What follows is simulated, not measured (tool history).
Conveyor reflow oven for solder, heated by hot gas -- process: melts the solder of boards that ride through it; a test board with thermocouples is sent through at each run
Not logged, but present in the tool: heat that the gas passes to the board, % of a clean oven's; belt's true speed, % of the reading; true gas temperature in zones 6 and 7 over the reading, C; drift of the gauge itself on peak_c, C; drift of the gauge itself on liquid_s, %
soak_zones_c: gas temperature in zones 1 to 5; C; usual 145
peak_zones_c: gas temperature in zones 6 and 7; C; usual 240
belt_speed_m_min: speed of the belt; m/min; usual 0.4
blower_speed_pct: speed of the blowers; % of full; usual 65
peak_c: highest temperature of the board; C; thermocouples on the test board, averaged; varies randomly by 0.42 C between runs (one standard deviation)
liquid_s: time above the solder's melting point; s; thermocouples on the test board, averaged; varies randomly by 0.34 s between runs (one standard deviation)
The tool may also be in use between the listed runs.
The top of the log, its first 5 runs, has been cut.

run	hour	soak_zones_c	peak_zones_c	belt_speed_m_min	blower_speed_pct	hours of work since the flux was cleaned out	hours of work since the belt drive was overhauled	hours of work since the thermocouples were changed	peak_c	liquid_s
6	140.7	145	240	0.4	65	108	759	81	224.7	76.7
# hour 150: belt drive overhauled, speed set with a stopwatch
7	174.5	145	240	0.4	65	124	13	97	225.3	76.6
8	213.3	145	240	0.4	55	144	33	117	220.5	73.4
9	247.6	145	240	0.4	55	162	51	135	220.9	73.2
10	272.2	145	240	0.4	55	175	64	148	220.8	73.2
# hour 280.1: flux residue cleaned out of gas plates and filters
11	295.7	145	240	0.4	65	8	74	158	223.7	75.8
12	327	145	238	0.4	65	25	90	174	221.6	74.5
13	362.9	145	238	0.4	65	43	109	193	221.4	74
# hour 386.6: flux residue cleaned out of gas plates and filters, once more
14	394.4	145	240	0.4	65	4	123	207	225.5	77.4
15	422.9	145	240	0.4	69	19	138	221	226.5	78
16	443.3	145	240	0.403	65	30	148	232	225	76.1
17	462.8	145	239	0.403	76	40	158	242	227.2	78.1
18	493.1	145	239	0.403	76	56	174	258	227	78
19	529.6	134	249	0.359	65	75	193	277	234.7	88.2
20	564.8	154	248	0.41	65	93	212	296	231.1	83.5
21	600.1	146	240	0.4	65	112	230	314	225.6	77.7

The next listed run, before its measurement:
22	623.9	146	240	0.4	65	124	243	327	?	?

Logged for run 22: peak_c 225.1 C, liquid_s 76.4 s.
On a tool with no hidden condition, and with the same random variation, this run would have come out at peak_c 225.7 C, liquid_s 76.7 s.

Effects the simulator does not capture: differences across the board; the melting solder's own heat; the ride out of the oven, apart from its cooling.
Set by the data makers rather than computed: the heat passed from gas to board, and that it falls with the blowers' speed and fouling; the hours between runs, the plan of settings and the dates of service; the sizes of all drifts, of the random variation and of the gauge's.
